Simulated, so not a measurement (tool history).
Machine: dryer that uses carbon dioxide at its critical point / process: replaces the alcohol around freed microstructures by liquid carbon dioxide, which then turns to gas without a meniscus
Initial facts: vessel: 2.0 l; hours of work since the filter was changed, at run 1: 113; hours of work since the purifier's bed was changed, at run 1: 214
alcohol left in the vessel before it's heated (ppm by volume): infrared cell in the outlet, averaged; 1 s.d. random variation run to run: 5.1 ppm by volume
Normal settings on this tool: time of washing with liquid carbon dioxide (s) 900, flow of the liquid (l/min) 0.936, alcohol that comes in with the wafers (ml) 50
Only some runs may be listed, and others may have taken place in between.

| run | day | time of washing with liquid carbon dioxide (s) | flow of the liquid (l/min) | alcohol that comes in with the wafers (ml) | hours of work since the filter was changed | hours of work since the purifier's bed was changed | alcohol left in the vessel before it's heated (ppm by volume) |
|---|---|---|---|---|---|---|---|
| 1 | 0 | 900 | 0.936 | 50 | 113 | 214 | 132 |
| 2 | 0.679 | 900 | 0.936 | 50 | 126 | 226 | 152 |
| 3 | 1.396 | 1140 | 0.936 | 50 | 138 | 239 | 66 |
| 4 | 1.962 | 1140 | 0.936 | 50 | 149 | 249 | 79 |
| 5 | 3.038 | 1140 | 0.936 | 50 | 168 | 269 | 83 |
| 6 | 4.058 | 1140 | 0.936 | 50 | 186 | 287 | 93 |
| 7 | 5.008 | 1320 | 0.936 | 50 | 204 | 304 | 80 |
| 8 | 5.712 | 1320 | 0.936 | 50 | 216 | 317 | 79 |
| 9 | 6.162 | 1320 | 0.936 | 50 | 224 | 325 | 81 |
| 10 | 7.017 | 1320 | 0.936 | 50 | 240 | 340 | 84 |
|  | 7.971 | inlet filter changed |
| 11 | 7.971 | 720 | 1.482 | 49 | 0 | 357 | 86 |
| 12 | 8.867 | 780 | 1.57 | 45 | 16 | 373 | 76 |
| 13 | 9.521 | 780 | 1.57 | 45 | 28 | 385 | 82 |
| 14 | 10.371 | 1380 | 1.131 | 37 | 43 | 400 | 73 |
| 15 | 11.45 | 1380 | 1.131 | 37 | 63 | 419 | 82 |
| 16 | 11.9 | 900 | 0.566 | 45 | 71 | 428 | 826 |

Entry by entry between the runs, the difference in hidden state between the last listed run before and the first listed run after:
Logged between run 10 and run 11: inlet filter changed (day 7.971)
  flow that reaches the vessel past the clogged filter, %: 82 -> 100; alcohol in the recycled carbon dioxide, ppm: 68.3 -> 71.5
  measured minus no-state result, alcohol left in the vessel before it's heated (ppm by volume): +77 -> +66
